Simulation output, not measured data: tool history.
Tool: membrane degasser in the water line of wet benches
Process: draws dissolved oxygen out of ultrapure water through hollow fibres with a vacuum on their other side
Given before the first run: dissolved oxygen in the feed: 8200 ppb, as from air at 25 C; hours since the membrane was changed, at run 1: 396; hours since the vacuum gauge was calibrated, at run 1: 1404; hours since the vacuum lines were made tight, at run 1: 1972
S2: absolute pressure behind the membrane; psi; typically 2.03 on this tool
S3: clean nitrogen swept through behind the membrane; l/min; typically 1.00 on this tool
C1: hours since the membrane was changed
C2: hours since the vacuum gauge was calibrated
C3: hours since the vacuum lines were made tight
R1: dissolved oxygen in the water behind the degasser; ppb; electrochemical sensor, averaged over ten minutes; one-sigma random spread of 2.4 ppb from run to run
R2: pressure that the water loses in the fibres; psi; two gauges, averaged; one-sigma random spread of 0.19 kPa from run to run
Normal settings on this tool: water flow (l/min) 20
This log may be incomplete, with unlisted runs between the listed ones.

Run 1, hour 0.0: usual settings; C1 396; C2 1404; C3 1972. Result: R1 477.0 ppb, R2 5.442 psi.
Run 2, hour 36.0: usual settings; C1 432; C2 1440; C3 2008. Result: R1 473.7 ppb, R2 5.379 psi.
Run 3, hour 65.6: usual settings but S3 0.53 l/min; C1 462; C2 1469; C3 2038. Result: R1 775.8 ppb, R2 5.419 psi.
Run 4, hour 89.7: usual settings but S3 0.53 l/min; C1 486; C2 1494; C3 2062. Result: R1 777.9 ppb, R2 5.442 psi.
Run 5, hour 111.3: usual settings but S3 0.94 l/min; C1 508; C2 1515; C3 2084. Result: R1 497.0 ppb, R2 5.439 psi.
Run 6, hour 157.1: usual settings but S3 0.94 l/min; C1 553; C2 1561; C3 2130. Result: R1 494.7 ppb, R2 5.487 psi.
Run 7, hour 196.2: usual settings but S3 0.94 l/min; C1 592; C2 1600; C3 2169. Result: R1 497.9 ppb, R2 5.400 psi.
Run 8, hour 226.8: usual settings but S3 0.94 l/min; C1 623; C2 1631; C3 2199. Result: R1 497.4 ppb, R2 5.468 psi.
Run 9, hour 262.5: usual settings but S3 0.94 l/min; C1 659; C2 1666; C3 2235. Result: R1 490.3 ppb, R2 5.423 psi.
Run 10, hour 309.4: usual settings but water flow (l/min) 30; C1 706; C2 1713; C3 2282. Result: R1 706.2 ppb, R2 8.121 psi.
Run 11, hour 357.3: usual settings but water flow (l/min) 30; C1 754; C2 1761; C3 2330. Result: R1 702.4 ppb, R2 8.157 psi.
Run 12, hour 399.7: usual settings but water flow (l/min) 30, S2 4.90 psi; C1 796; C2 1804; C3 2372. Result: R1 1651.6 ppb, R2 8.135 psi.
Run 13, hour 438.8: usual settings but water flow (l/min) 30, S2 4.09 psi; C1 835; C2 1843; C3 2411. Result: R1 1402.3 ppb, R2 8.092 psi.
Run 14, hour 461.0: usual settings but water flow (l/min) 30, S2 4.09 psi; C1 857; C2 1865; C3 2433. Result: R1 1403.8 ppb, R2 8.090 psi.
Run 15, hour 484.3: usual settings but S2 2.83 psi; C1 881; C2 1888; C3 2457. Result: R1 685.6 ppb, R2 5.427 psi.
Run 16, hour 524.4: usual settings but S2 2.83 psi; C1 921; C2 1928; C3 2497. Result: R1 695.0 ppb, R2 5.435 psi.
Run 17, hour 558.1: usual settings but S2 2.83 psi; C1 954; C2 1962; C3 2531. Result: R1 691.7 ppb, R2 5.451 psi.
Run 18, hour 604.0: usual settings but water flow (l/min) 18, S3 0.54 l/min; C1 1000; C2 2008; C3 2576. Result: R1 699.7 ppb, R2 4.902 psi.
Run 19, hour 632.6: usual settings but water flow (l/min) 18, S3 0.54 l/min; C1 1029; C2 2037; C3 2605. Result: R1 705.2 ppb, R2 4.882 psi.
Run 20, hour 664.1: usual settings but water flow (l/min) 15, S2 1.31 psi, S3 2.61 l/min; C1 1060; C2 2068; C3 2637. Result: R1 85.2 ppb, R2 4.064 psi.
Run 21, hour 701.6: usual settings but water flow (l/min) 15, S2 1.31 psi, S3 2.61 l/min; C1 1098; C2 2105; C3 2674. Result: R1 85.0 ppb, R2 4.058 psi.
Run 22, hour 738.9: usual settings but water flow (l/min) 15, S2 4.32 psi, S3 1.52 l/min; C1 1135; C2 2143; C3 2711. Result: R1 586.6 ppb, R2 4.118 psi.
Run 23, hour 761.6: usual settings but water flow (l/min) 15, S2 4.32 psi, S3 1.52 l/min; C1 1158; C2 2166; C3 2734. Result: R1 585.4 ppb, R2 4.094 psi.
Run 24, hour 783.2: usual settings but water flow (l/min) 15, S2 4.32 psi, S3 1.52 l/min; C1 1179; C2 2187; C3 2756. Result: R1 587.6 ppb, R2 4.063 psi.
Run 25, hour 812.8: usual settings but water flow (l/min) 26, S2 1.57 psi, S3 1.98 l/min; C1 1209; C2 2217; C3 2785. Result: R1 263.2 ppb, R2 7.088 psi.
Run 26, hour 834.9: usual settings but water flow (l/min) 16, S2 4.05 psi, S3 0.49 l/min; C1 1231; C2 2239; C3 2807. Result: R1 1447.1 ppb, R2 4.361 psi.
Run 27, hour 865.5: usual settings but water flow (l/min) 15, S3 0.84 l/min; C1 1262; C2 2269; C3 2838. Result: R1 425.4 ppb, R2 4.060 psi.
Run 28, hour 895.3: usual settings but S3 0.96 l/min; C1 1292; C2 2299; C3 2868. Result: R1 491.4 ppb, R2 5.477 psi.
Run 29, hour 933.8: usual settings but S3 0.96 l/min; C1 1330; C2 2338; C3 2906. Result: R1 492.9 ppb, R2 5.458 psi.
Run 30, hour 968.2: usual settings but S3 0.96 l/min; C1 1364; C2 2372; C3 2941. Result: R1 490.5 ppb, R2 5.453 psi.
Run 31, hour 997.9: usual settings but S3 0.96 l/min; C1 1394; C2 2402; C3 2970. Result: R1 491.5 ppb, R2 5.466 psi.
Run 32, hour 1040.1: usual settings but S3 0.96 l/min; C1 1436; C2 2444; C3 3013. Result: R1 488.5 ppb, R2 5.440 psi.

Forecast each of these 3 alternatives for the next run:
Run A, hour 1062.1: usual settings but S2 1.74 psi, S3 1.54 l/min; C1 1458; C2 2466; C3 3035. Result: R1 ?, R2 ?.
Run B, hour 1062.1: usual settings but water flow (l/min) 21, S2 3.35 psi, S3 0.70 l/min; C1 1458; C2 2466; C3 3035. Result: R1 ?, R2 ?.
Run C, hour 1062.1: usual settings but S2 1.39 psi, S3 1.79 l/min; C1 1458; C2 2466; C3 3035. Result: R1 ?, R2 ?.

run      R1     R2
  A   273.2  5.442
  B  1131.0  5.687
  C   179.2  5.435
Had the tool no hidden state, the same runs would have come out as:
run      R1     R2
  A   266.8  5.385
  B  1119.8  5.627
  C   173.6  5.378

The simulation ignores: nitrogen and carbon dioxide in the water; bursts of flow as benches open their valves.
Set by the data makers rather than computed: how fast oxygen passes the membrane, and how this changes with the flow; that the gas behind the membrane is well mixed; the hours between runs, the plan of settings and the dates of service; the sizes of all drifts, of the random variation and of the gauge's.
